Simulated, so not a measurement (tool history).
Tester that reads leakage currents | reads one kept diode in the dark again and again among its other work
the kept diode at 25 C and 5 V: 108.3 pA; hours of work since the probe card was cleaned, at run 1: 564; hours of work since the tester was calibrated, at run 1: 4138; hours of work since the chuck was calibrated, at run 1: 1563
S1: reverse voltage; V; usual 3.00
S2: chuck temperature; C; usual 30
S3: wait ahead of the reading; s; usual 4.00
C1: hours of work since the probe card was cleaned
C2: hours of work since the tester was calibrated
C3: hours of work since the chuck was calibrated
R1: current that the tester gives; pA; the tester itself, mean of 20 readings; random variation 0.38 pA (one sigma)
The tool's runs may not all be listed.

run 1 day=0.000 | S1=3.00 S2=30 S3=4.00 | C1=564 C2=4138 C3=1563 | R1=144.31
run 2 day=4.925 | S1=3.00 S2=30 S3=4.00 | C1=643 C2=4217 C3=1641 | R1=145.59
-- day=7.971 chuck's temperature calibrated
run 3 day=8.612 | S1=3.00 S2=30 S3=4.00 | C1=700 C2=4274 C3=10 | R1=126.79
run 4 day=12.875 | S1=3.00 S2=30 S3=4.00 | C1=768 C2=4342 C3=78 | R1=128.63
run 5 day=16.421 | S1=3.00 S2=30 S3=4.00 | C1=825 C2=4399 C3=135 | R1=129.17
run 6 day=21.042 | S1=3.00 S2=30 S3=4.00 | C1=899 C2=4473 C3=209 | R1=130.75
-- day=25.462 tester calibrated
run 7 day=25.788 | S1=3.00 S2=30 S3=8.78 | C1=973 C2=5 C3=283 | R1=134.88
run 8 day=30.138 | S1=3.00 S2=30 S3=8.78 | C1=1042 C2=75 C3=353 | R1=136.49
run 9 day=34.700 | S1=3.00 S2=30 S3=8.78 | C1=1115 C2=147 C3=425 | R1=136.93
run 10 day=40.829 | S1=12.83 S2=30 S3=8.78 | C1=1213 C2=245 C3=523 | R1=271.60
-- day=45.167 probe card cleaned and baked
run 11 day=48.821 | S1=3.00 S2=26 S3=4.00 | C1=58 C2=371 C3=649 | R1=101.34
run 12 day=52.446 | S1=3.00 S2=26 S3=4.00 | C1=116 C2=429 C3=707 | R1=101.31
run 13 day=56.338 | S1=9.24 S2=35 S3=8.59 | C1=178 C2=491 C3=769 | R1=305.68
run 14 day=63.038 | S1=9.24 S2=45 S3=8.59 | C1=285 C2=598 C3=876 | R1=585.51
run 15 day=69.529 | S1=15.30 S2=50 S3=8.59 | C1=389 C2=702 C3=980 | R1=997.25
run 16 day=75.942 | S1=3.41 S2=42 S3=2.62 | C1=491 C2=804 C3=1082 | R1=327.82
run 17 day=80.842 | S1=3.41 S2=42 S3=2.62 | C1=570 C2=882 C3=1160 | R1=329.85
run 18 day=88.950 | S1=3.27 S2=22 S3=6.23 | C1=699 C2=1012 C3=1290 | R1=86.68
run 19 day=96.475 | S1=4.98 S2=28 S3=0.58 | C1=819 C2=1132 C3=1410 | R1=160.81
run 20 day=100.525 | S1=3.00 S2=26 S3=9.02 | C1=884 C2=1196 C3=1474 | R1=112.80
run 21 day=105.067 | S1=4.70 S2=59 S3=0.81 | C1=956 C2=1269 C3=1547 | R1=1089.63
run 22 day=111.238 | S1=3.00 S2=31 S3=4.00 | C1=1055 C2=1368 C3=1645 | R1=160.01
-- day=114.446 chuck's temperature calibrated
run 23 day=118.942 | S1=1.16 S2=33 S3=7.31 | C1=1177 C2=1489 C3=72 | R1=106.10
run 24 day=123.204 | S1=1.16 S2=33 S3=7.31 | C1=1245 C2=1557 C3=140 | R1=106.79

5 ways to go on from here, each from the tool as it stands after run 24. What would each give?
-- day=125.942 probe card cleaned and baked
run A day=127.508 | S1=18.17 S2=21 S3=7.31 | C1=25 C2=1624 C3=207 | R1=?
-- day=125.942 probe card cleaned and baked
run B day=127.508 | S1=12.45 S2=31 S3=0.35 | C1=25 C2=1624 C3=207 | R1=?
-- day=125.942 probe card cleaned and baked
run C day=127.508 | S1=2.70 S2=25 S3=4.00 | C1=25 C2=1624 C3=207 | R1=?
-- day=125.942 probe card cleaned and baked
run D day=127.508 | S1=7.23 S2=30 S3=8.43 | C1=25 C2=1624 C3=207 | R1=?
-- day=125.942 probe card cleaned and baked
run E day=127.508 | S1=1.16 S2=33 S3=0.37 | C1=25 C2=1624 C3=207 | R1=?

run=A R1=140.53
run=B R1=246.61
run=C R1=85.66
run=D R1=182.28
run=E R1=105.49
Without the tool's hidden state the same runs would have given:
run=A R1=138.13
run=B R1=243.60
run=C R1=84.61
run=D R1=180.09
run=E R1=104.40
